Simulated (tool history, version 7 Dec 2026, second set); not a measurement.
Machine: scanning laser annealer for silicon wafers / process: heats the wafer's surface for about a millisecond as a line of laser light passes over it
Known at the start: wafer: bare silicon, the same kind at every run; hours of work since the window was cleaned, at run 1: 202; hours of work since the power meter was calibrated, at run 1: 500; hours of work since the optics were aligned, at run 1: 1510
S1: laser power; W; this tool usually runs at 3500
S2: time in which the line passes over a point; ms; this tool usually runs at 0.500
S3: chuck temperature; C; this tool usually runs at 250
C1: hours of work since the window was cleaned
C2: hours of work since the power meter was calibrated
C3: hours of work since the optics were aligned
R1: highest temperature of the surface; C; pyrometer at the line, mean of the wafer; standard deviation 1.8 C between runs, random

run	day	S1	S2	S3	C1	C2	C3	R1
1	0.000	3500	0.500	250	202	500	1510	988
2	0.583	3500	0.500	250	213	511	1520	987
3	1.475	3500	0.500	250	230	528	1537	985
4	2.412	3500	0.500	250	247	545	1555	985
5	3.117	3500	0.500	250	261	558	1568	988
6	4.033	3500	0.500	250	278	576	1585	987
7	4.521	3500	0.500	250	287	585	1594	983
8	5.175	3371	0.500	250	299	597	1606	945
9	5.662	3500	0.500	236	308	606	1615	969
10	6.479	3500	0.500	236	323	621	1630	964
# day 7.338: optics aligned, line set to its width
11	7.388	3500	0.500	236	336	634	1	979
12	8.021	3704	0.500	250	348	646	13	1052
13	8.738	3704	0.500	250	362	659	26	1053
14	9.308	3704	0.500	250	372	670	37	1055
15	10.208	3704	0.500	250	389	687	54	1048
16	11.092	3704	0.385	250	406	703	70	953
17	11.929	3704	0.385	250	421	719	86	952
18	12.508	3066	0.565	234	432	730	97	888
19	13.204	3134	0.352	239	445	743	110	773
20	13.729	3134	0.352	284	455	753	119	820
21	14.638	3356	0.568	284	472	770	136	1022
22	15.521	3411	0.396	211	488	786	153	845
23	16.304	3491	0.500	230	503	801	167	965
24	16.833	3491	0.359	230	513	811	177	852
25	17.679	3491	0.359	212	529	826	193	834
26	18.121	3491	0.359	212	537	835	201	834
27	18.925	3003	0.500	250	552	850	216	842
28	19.504	3408	0.500	213	563	860	227	919
29	20.512	3500	0.443	280	581	879	246	965
# day 20.942: window over the wafer cleaned
30	21.567	3774	0.449	250	12	897	264	1049
31	22.542	3774	0.449	250	30	916	282	1045
32	23.600	3024	0.481	250	50	935	302	861
33	24.225	3024	0.481	250	61	947	314	857

Alternative continuations, all from the tool just after run 33; predict every row:
A	24.888	3500	0.500	257	74	959	326	?
B	24.888	3500	0.437	250	74	959	326	?
C	24.888	3024	0.367	279	74	959	326	?
D	24.888	3524	0.481	250	74	959	326	?
E	24.888	3500	0.416	249	74	959	326	?

run	R1
A	1010
B	956
C	817
D	997
E	940
Take away the tool's hidden state, keep each run's random variation, and the runs would have read:
run	R1
A	1023
B	968
C	826
D	1010
E	951
